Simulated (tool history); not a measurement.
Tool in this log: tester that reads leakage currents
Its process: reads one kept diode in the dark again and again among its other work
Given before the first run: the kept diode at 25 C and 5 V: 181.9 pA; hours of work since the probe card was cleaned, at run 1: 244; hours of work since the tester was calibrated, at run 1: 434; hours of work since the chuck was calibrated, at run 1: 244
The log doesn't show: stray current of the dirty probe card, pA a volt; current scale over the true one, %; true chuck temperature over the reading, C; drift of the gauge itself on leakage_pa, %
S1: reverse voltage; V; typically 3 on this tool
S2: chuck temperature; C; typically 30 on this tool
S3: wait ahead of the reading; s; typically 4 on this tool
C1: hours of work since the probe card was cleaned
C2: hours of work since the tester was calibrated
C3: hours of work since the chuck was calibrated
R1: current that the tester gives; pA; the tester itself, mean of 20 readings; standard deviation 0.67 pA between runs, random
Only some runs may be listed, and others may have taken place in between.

| run | hour | S1 | S2 | S3 | C1 | C2 | C3 | R1 |
|---|---|---|---|---|---|---|---|---|
| 1 | 0 | 3 | 30 | 4 | 244 | 434 | 244 | 222.35 |
| 2 | 26.3 | 3 | 30 | 4 | 258 | 447 | 258 | 223.39 |
| 3 | 44.7 | 3 | 30 | 4 | 267 | 457 | 267 | 222.82 |
| 4 | 57.1 | 3 | 30 | 0.3 | 274 | 463 | 274 | 225.43 |
| 5 | 73.7 | 3 | 30 | 0.3 | 282 | 472 | 282 | 225.51 |
| 6 | 90.8 | 3 | 30 | 2.67 | 291 | 481 | 291 | 223.45 |
| 7 | 118.9 | 16.55 | 30 | 4 | 306 | 495 | 306 | 425.56 |
| 8 | 148.5 | 16.55 | 30 | 4 | 321 | 510 | 321 | 423.61 |
| 9 | 165.9 | 3 | 36 | 4 | 330 | 519 | 330 | 352.11 |
| 10 | 179.4 | 3 | 36 | 4 | 337 | 526 | 337 | 352.57 |
| 11 | 191.7 | 3 | 30 | 4 | 343 | 533 | 343 | 222.55 |
| 12 | 211.5 | 3 | 30 | 3.41 | 353 | 543 | 353 | 221.85 |
| 13 | 232.6 | 3 | 30 | 4 | 364 | 554 | 364 | 222.06 |
| 14 | 245.8 | 3 | 30 | 4 | 371 | 561 | 371 | 224.44 |
| 15 | 266.5 | 3 | 27 | 4 | 382 | 571 | 382 | 176.56 |
| 16 | 294.6 | 3 | 30 | 4 | 396 | 586 | 396 | 222.87 |
| 17 | 313.3 | 3 | 30 | 4 | 406 | 595 | 406 | 222.79 |
| 18 | 340.2 | 6.71 | 30 | 4 | 420 | 609 | 420 | 303.02 |
| 19 | 370.4 | 6.71 | 30 | 4 | 435 | 625 | 435 | 303.45 |
| 20 | 397.8 | 6.71 | 30 | 4 | 450 | 639 | 450 | 301.96 |
| 21 | 427.2 | 2.18 | 54 | 7.78 | 465 | 654 | 465 | 1108.89 |
| 22 | 457.1 | 2.43 | 32 | 2.47 | 480 | 670 | 480 | 240.6 |
| 23 | 477.4 | 1.14 | 27 | 3.99 | 491 | 680 | 491 | 122.6 |
| 24 | 500.3 | 1.14 | 27 | 3.99 | 502 | 692 | 502 | 123.11 |
| 25 | 524.7 | 3 | 24 | 0.99 | 515 | 704 | 515 | 140.36 |
| 26 | 545.1 | 2.39 | 30 | 4.51 | 526 | 715 | 526 | 204.33 |
| 27 | 565.6 | 3 | 21 | 2.87 | 536 | 726 | 536 | 108.92 |
| 28 | 586.6 | 2.13 | 30 | 0.31 | 547 | 736 | 547 | 196.95 |
| 29 | 606.3 | 2.13 | 30 | 0.31 | 557 | 747 | 557 | 198.49 |
| 30 | 618.7 | 2.13 | 30 | 0.31 | 563 | 753 | 563 | 197.49 |
| 31 | 644.8 | 2.13 | 30 | 0.31 | 577 | 766 | 577 | 197.49 |
| 32 | 671.1 | 2.13 | 30 | 0.31 | 591 | 780 | 591 | 198.32 |
| 33 | 685.5 | 2.13 | 30 | 0.31 | 598 | 787 | 598 | 198.64 |
| 34 | 699.3 | 1.1 | 23 | 0.43 | 605 | 795 | 605 | 88.84 |
| 35 | 720.1 | 14.01 | 30 | 4 | 616 | 805 | 616 | 396.35 |
| 36 | 746.9 | 14.01 | 30 | 4 | 630 | 819 | 630 | 397.1 |
| 37 | 763.9 | 5.15 | 31 | 2.44 | 638 | 828 | 638 | 296.89 |
| 38 | 787.3 | 3 | 60 | 1.19 | 650 | 840 | 650 | 1845.23 |
| 39 | 807.1 | 4.49 | 60 | 1.19 | 661 | 850 | 661 | 2156.81 |
| 40 | 825.5 | 18.65 | 23 | 0.91 | 670 | 860 | 670 | 260.89 |

Forecast each of these 3 alternatives for the next run:
| A | 838.1 | 3 | 30 | 2.92 | 677 | 866 | 677 | ? |
| B | 838.1 | 3 | 58 | 1.67 | 677 | 866 | 677 | ? |
| C | 838.1 | 12.21 | 53 | 8.82 | 677 | 866 | 677 | ? |

| run | R1 |
|---|---|
| A | 224.02 |
| B | 1632.62 |
| C | 1975.6 |
The same runs, with their run-to-run variation unchanged, on a tool lacking any hidden condition would have given:
| run | R1 |
|---|---|
| A | 223.87 |
| B | 1631.75 |
| C | 1974.5 |

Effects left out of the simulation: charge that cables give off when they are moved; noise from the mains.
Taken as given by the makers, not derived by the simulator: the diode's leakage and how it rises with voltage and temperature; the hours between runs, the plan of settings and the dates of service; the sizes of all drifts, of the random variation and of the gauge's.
